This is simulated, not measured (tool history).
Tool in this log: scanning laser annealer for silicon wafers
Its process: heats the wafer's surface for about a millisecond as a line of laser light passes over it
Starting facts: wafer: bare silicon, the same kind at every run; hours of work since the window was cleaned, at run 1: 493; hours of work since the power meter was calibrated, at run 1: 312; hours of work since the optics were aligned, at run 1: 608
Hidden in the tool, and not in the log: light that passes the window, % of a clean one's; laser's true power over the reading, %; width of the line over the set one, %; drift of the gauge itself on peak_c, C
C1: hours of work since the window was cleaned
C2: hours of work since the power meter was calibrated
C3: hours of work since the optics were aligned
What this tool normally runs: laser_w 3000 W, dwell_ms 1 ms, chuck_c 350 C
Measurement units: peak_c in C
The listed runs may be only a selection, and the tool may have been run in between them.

run 1 day=0 | laser_w=3000 dwell_ms=1 chuck_c=350 | C1=493 C2=312 C3=608 | peak_c=1062
run 2 day=2.938 | laser_w=3000 dwell_ms=1 chuck_c=350 | C1=539 C2=358 C3=654 | peak_c=1059
run 3 day=5.412 | laser_w=3000 dwell_ms=1 chuck_c=350 | C1=578 C2=396 C3=693 | peak_c=1055
run 4 day=7.45 | laser_w=3000 dwell_ms=1 chuck_c=350 | C1=610 C2=428 C3=725 | peak_c=1053
run 5 day=9.125 | laser_w=3000 dwell_ms=1 chuck_c=350 | C1=636 C2=454 C3=751 | peak_c=1056
run 6 day=11.062 | laser_w=3000 dwell_ms=0.71 chuck_c=350 | C1=666 C2=485 C3=781 | peak_c=940
run 7 day=13.888 | laser_w=3000 dwell_ms=1 chuck_c=350 | C1=710 C2=529 C3=825 | peak_c=1053
run 8 day=16.083 | laser_w=3000 dwell_ms=1.08 chuck_c=350 | C1=745 C2=563 C3=860 | peak_c=1080
run 9 day=18.225 | laser_w=3000 dwell_ms=1 chuck_c=350 | C1=778 C2=597 C3=893 | peak_c=1046
-- day=20.317 window over the wafer cleaned
run 10 day=20.817 | laser_w=3000 dwell_ms=1 chuck_c=350 | C1=8 C2=636 C3=932 | peak_c=1073
run 11 day=23.262 | laser_w=3000 dwell_ms=0.84 chuck_c=350 | C1=46 C2=674 C3=970 | peak_c=1008
run 12 day=25.733 | laser_w=3000 dwell_ms=0.84 chuck_c=350 | C1=85 C2=713 C3=1009 | peak_c=1008
run 13 day=27.746 | laser_w=3000 dwell_ms=1 chuck_c=350 | C1=116 C2=744 C3=1041 | peak_c=1069
run 14 day=29.108 | laser_w=3000 dwell_ms=1 chuck_c=350 | C1=137 C2=765 C3=1062 | peak_c=1067
run 15 day=31.875 | laser_w=3000 dwell_ms=1 chuck_c=350 | C1=181 C2=809 C3=1105 | peak_c=1064
run 16 day=33.088 | laser_w=3000 dwell_ms=1 chuck_c=350 | C1=200 C2=827 C3=1124 | peak_c=1065
run 17 day=35.729 | laser_w=3000 dwell_ms=1 chuck_c=350 | C1=241 C2=869 C3=1165 | peak_c=1066
run 18 day=37.167 | laser_w=3000 dwell_ms=1 chuck_c=350 | C1=263 C2=891 C3=1188 | peak_c=1065
run 19 day=39.004 | laser_w=3000 dwell_ms=1 chuck_c=350 | C1=292 C2=920 C3=1216 | peak_c=1065
run 20 day=40.625 | laser_w=3000 dwell_ms=1 chuck_c=359 | C1=317 C2=945 C3=1242 | peak_c=1074
run 21 day=42.112 | laser_w=3110 dwell_ms=1.23 chuck_c=385 | C1=341 C2=968 C3=1265 | peak_c=1209
-- day=42.438 laser's power meter calibrated
run 22 day=44.446 | laser_w=2802 dwell_ms=1.14 chuck_c=389 | C1=375 C2=31 C3=1299 | peak_c=1099
run 23 day=45.921 | laser_w=3114 dwell_ms=0.87 chuck_c=390 | C1=398 C2=54 C3=1323 | peak_c=1077
-- day=47.871 laser's power meter calibrated, once more
run 24 day=48.275 | laser_w=3114 dwell_ms=0.87 chuck_c=390 | C1=433 C2=6 C3=1357 | peak_c=1081
run 25 day=50.996 | laser_w=3000 dwell_ms=1 chuck_c=340 | C1=475 C2=49 C3=1400 | peak_c=1048
run 26 day=52.846 | laser_w=2978 dwell_ms=1.07 chuck_c=338 | C1=504 C2=78 C3=1429 | peak_c=1064
-- day=55.592 optics aligned, line set to its width
run 27 day=55.779 | laser_w=2978 dwell_ms=1.07 chuck_c=338 | C1=547 C2=120 C3=3 | peak_c=1075
run 28 day=58.121 | laser_w=2980 dwell_ms=1 chuck_c=350 | C1=584 C2=157 C3=40 | peak_c=1063
run 29 day=60.446 | laser_w=3171 dwell_ms=0.93 chuck_c=362 | C1=620 C2=193 C3=76 | peak_c=1087
run 30 day=62.938 | laser_w=2981 dwell_ms=1.17 chuck_c=349 | C1=659 C2=232 C3=115 | peak_c=1113
run 31 day=64.333 | laser_w=2714 dwell_ms=1.17 chuck_c=324 | C1=681 C2=254 C3=137 | peak_c=1014
run 32 day=66.025 | laser_w=2636 dwell_ms=1 chuck_c=388 | C1=707 C2=280 C3=163 | peak_c=1004
run 33 day=67.825 | laser_w=3166 dwell_ms=1 chuck_c=388 | C1=735 C2=308 C3=191 | peak_c=1140
run 34 day=69.058 | laser_w=3166 dwell_ms=1 chuck_c=388 | C1=754 C2=328 C3=210 | peak_c=1136
run 35 day=70.283 | laser_w=3072 dwell_ms=1 chuck_c=374 | C1=774 C2=347 C3=230 | peak_c=1098
-- day=72.779 window over the wafer cleaned
run 36 day=73.204 | laser_w=3000 dwell_ms=1 chuck_c=351 | C1=7 C2=391 C3=274 | peak_c=1073
run 37 day=75.25 | laser_w=2633 dwell_ms=1 chuck_c=388 | C1=39 C2=423 C3=306 | peak_c=1021
run 38 day=77.817 | laser_w=3000 dwell_ms=1.12 chuck_c=321 | C1=79 C2=463 C3=346 | peak_c=1085
run 39 day=79.954 | laser_w=3000 dwell_ms=1.12 chuck_c=321 | C1=112 C2=497 C3=379 | peak_c=1088
run 40 day=82.633 | laser_w=3097 dwell_ms=1.25 chuck_c=363 | C1=154 C2=539 C3=421 | peak_c=1200

Predict each of these 5 candidate next runs independently; none follows another, all start after run 40:
run A day=85.2 | laser_w=3189 dwell_ms=1.25 chuck_c=317 | C1=194 C2=579 C3=461 | peak_c=?
run B day=85.2 | laser_w=3000 dwell_ms=0.89 chuck_c=350 | C1=194 C2=579 C3=461 | peak_c=?
run C day=85.2 | laser_w=3097 dwell_ms=1.25 chuck_c=344 | C1=194 C2=579 C3=461 | peak_c=?
run D day=85.2 | laser_w=2941 dwell_ms=1.25 chuck_c=343 | C1=194 C2=579 C3=461 | peak_c=?
run E day=85.2 | laser_w=2557 dwell_ms=1.14 chuck_c=350 | C1=194 C2=579 C3=461 | peak_c=?

run=A peak_c=1176
run=B peak_c=1029
run=C peak_c=1178
run=D peak_c=1135
run=E peak_c=1000
With the hidden condition removed and each run's random variation left untouched, the same runs would have given:
run=A peak_c=1186
run=B peak_c=1036
run=C peak_c=1187
run=D peak_c=1144
run=E peak_c=1007
